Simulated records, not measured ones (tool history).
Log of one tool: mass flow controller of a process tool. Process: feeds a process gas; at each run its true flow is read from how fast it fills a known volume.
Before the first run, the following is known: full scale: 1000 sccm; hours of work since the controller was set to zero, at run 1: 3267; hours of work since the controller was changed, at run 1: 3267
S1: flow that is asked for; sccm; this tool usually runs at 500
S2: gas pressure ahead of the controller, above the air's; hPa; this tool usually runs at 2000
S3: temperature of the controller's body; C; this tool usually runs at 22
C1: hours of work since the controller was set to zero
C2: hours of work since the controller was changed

Run 1, hour 0: usual settings; C1 3267; C2 3267. Result: true flow (%) 99.07.
Run 2, hour 403.3: usual settings but S3 32 C; C1 3550; C2 3550. Result: true flow (%) 99.62.
Run 3, hour 689.8: usual settings; C1 3751; C2 3751. Result: true flow (%) 99.14.
Run 4, hour 1020: usual settings; C1 3982; C2 3982. Result: true flow (%) 99.25.
Run 5, hour 1411.5: usual settings; C1 4257; C2 4257. Result: true flow (%) 99.25.
Run 6, hour 1846.1: usual settings but S3 23 C; C1 4562; C2 4562. Result: true flow (%) 99.19.
Run 7, hour 2245.5: usual settings but S3 23 C; C1 4842; C2 4842. Result: true flow (%) 99.21.
Run 8, hour 2441.2: usual settings but S1 115 sccm, S3 23 C; C1 4979; C2 4979. Result: true flow (%) 98.7.
Run 9, hour 2874.9: usual settings; C1 5283; C2 5283. Result: true flow (%) 99.15.
Run 10, hour 3150: usual settings; C1 5476; C2 5476. Result: true flow (%) 99.33.
At hour 3222.8: controller exchanged for a calibrated one.
Run 11, hour 3581.4: usual settings but S2 1750 hPa; C1 251; C2 251. Result: true flow (%) 99.02.
Run 12, hour 4027.1: usual settings but S2 1750 hPa; C1 564; C2 564. Result: true flow (%) 99.07.
Run 13, hour 4483.2: usual settings but S1 562 sccm, S2 2030 hPa, S3 35 C; C1 884; C2 884. Result: true flow (%) 99.73.
Run 14, hour 4895.7: usual settings but S1 749 sccm; C1 1173; C2 1173. Result: true flow (%) 99.75.
Run 15, hour 5257: usual settings but S3 25 C; C1 1427; C2 1427. Result: true flow (%) 99.25.
Run 16, hour 5670.8: usual settings but S1 475 sccm, S2 1640 hPa, S3 34 C; C1 1717; C2 1717. Result: true flow (%) 99.34.
Run 17, hour 6079.1: usual settings but S2 1510 hPa, S3 31 C; C1 2003; C2 2003. Result: true flow (%) 99.15.

Each row is a separate what-if for the run after 17, all from the same tool condition, not one after another. Results?
Run A, hour 6462.7: usual settings but S1 217 sccm, S2 1550 hPa, S3 38 C; C1 2272; C2 2272. Result: true flow (%) ?.
Run B, hour 6462.7: usual settings but S1 229 sccm, S2 2050 hPa, S3 31 C; C1 2272; C2 2272. Result: true flow (%) ?.
Run C, hour 6462.7: usual settings but S1 107 sccm, S2 1510 hPa, S3 29 C; C1 2272; C2 2272. Result: true flow (%) ?.

run  true flow (%)
  A          99.11
  B          99.13
  C          98.68
What these runs would have given with no unlogged condition in the tool:
run  true flow (%)
  A          99.13
  B          99.15
  C           98.7
